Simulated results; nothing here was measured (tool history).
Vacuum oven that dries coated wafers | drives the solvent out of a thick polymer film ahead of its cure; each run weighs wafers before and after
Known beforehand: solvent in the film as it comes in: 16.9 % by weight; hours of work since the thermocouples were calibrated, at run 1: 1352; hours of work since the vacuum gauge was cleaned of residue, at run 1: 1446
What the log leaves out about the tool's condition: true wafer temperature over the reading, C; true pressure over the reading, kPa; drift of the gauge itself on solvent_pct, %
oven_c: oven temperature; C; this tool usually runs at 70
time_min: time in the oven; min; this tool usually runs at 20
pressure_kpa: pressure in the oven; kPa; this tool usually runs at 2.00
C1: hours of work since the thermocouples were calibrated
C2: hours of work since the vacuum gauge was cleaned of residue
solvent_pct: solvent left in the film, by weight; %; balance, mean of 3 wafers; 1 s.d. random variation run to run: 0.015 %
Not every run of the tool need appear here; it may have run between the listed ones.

{"run": 1, "day": 0.0, "oven_c": 70, "time_min": 20, "pressure_kpa": 2.0, "C1": 1352, "C2": 1446, "solvent_pct": 4.32}
{"run": 2, "day": 1.775, "oven_c": 70, "time_min": 20, "pressure_kpa": 2.0, "C1": 1383, "C2": 1477, "solvent_pct": 4.34}
{"run": 3, "day": 5.2, "oven_c": 70, "time_min": 20, "pressure_kpa": 2.0, "C1": 1442, "C2": 1537, "solvent_pct": 4.31}
{"day": 8.154, "done": "vacuum gauge cleaned of residue and calibrated"}
{"run": 4, "day": 9.304, "oven_c": 70, "time_min": 31, "pressure_kpa": 2.0, "C1": 1512, "C2": 20, "solvent_pct": 2.81}
{"run": 5, "day": 12.012, "oven_c": 72, "time_min": 20, "pressure_kpa": 2.0, "C1": 1559, "C2": 67, "solvent_pct": 3.33}
{"run": 6, "day": 13.804, "oven_c": 70, "time_min": 11, "pressure_kpa": 2.0, "C1": 1591, "C2": 98, "solvent_pct": 6.26}
{"day": 17.008, "done": "oven's thermocouples calibrated"}
{"run": 7, "day": 17.454, "oven_c": 70, "time_min": 11, "pressure_kpa": 2.0, "C1": 8, "C2": 160, "solvent_pct": 6.6}
{"run": 8, "day": 20.733, "oven_c": 70, "time_min": 11, "pressure_kpa": 2.0, "C1": 65, "C2": 217, "solvent_pct": 6.6}
{"run": 9, "day": 23.225, "oven_c": 70, "time_min": 20, "pressure_kpa": 2.0, "C1": 108, "C2": 260, "solvent_pct": 4.18}
{"run": 10, "day": 25.692, "oven_c": 70, "time_min": 20, "pressure_kpa": 2.0, "C1": 151, "C2": 303, "solvent_pct": 4.17}
{"run": 11, "day": 27.412, "oven_c": 70, "time_min": 11, "pressure_kpa": 2.0, "C1": 181, "C2": 333, "solvent_pct": 6.58}
{"run": 12, "day": 31.317, "oven_c": 84, "time_min": 11, "pressure_kpa": 1.18, "C1": 248, "C2": 401, "solvent_pct": 2.15}
{"run": 13, "day": 33.342, "oven_c": 77, "time_min": 12, "pressure_kpa": 2.0, "C1": 284, "C2": 436, "solvent_pct": 4.05}
{"run": 14, "day": 36.821, "oven_c": 77, "time_min": 12, "pressure_kpa": 2.0, "C1": 344, "C2": 496, "solvent_pct": 4.04}

The next listed run, before its measurement:
{"run": 15, "day": 40.35, "oven_c": 70, "time_min": 20, "pressure_kpa": 1.62, "C1": 405, "C2": 558, "solvent_pct": "?"}

solvent_pct: 3.80 %
Had the tool carried no hidden state, the very same run would have given solvent_pct 3.88 %.
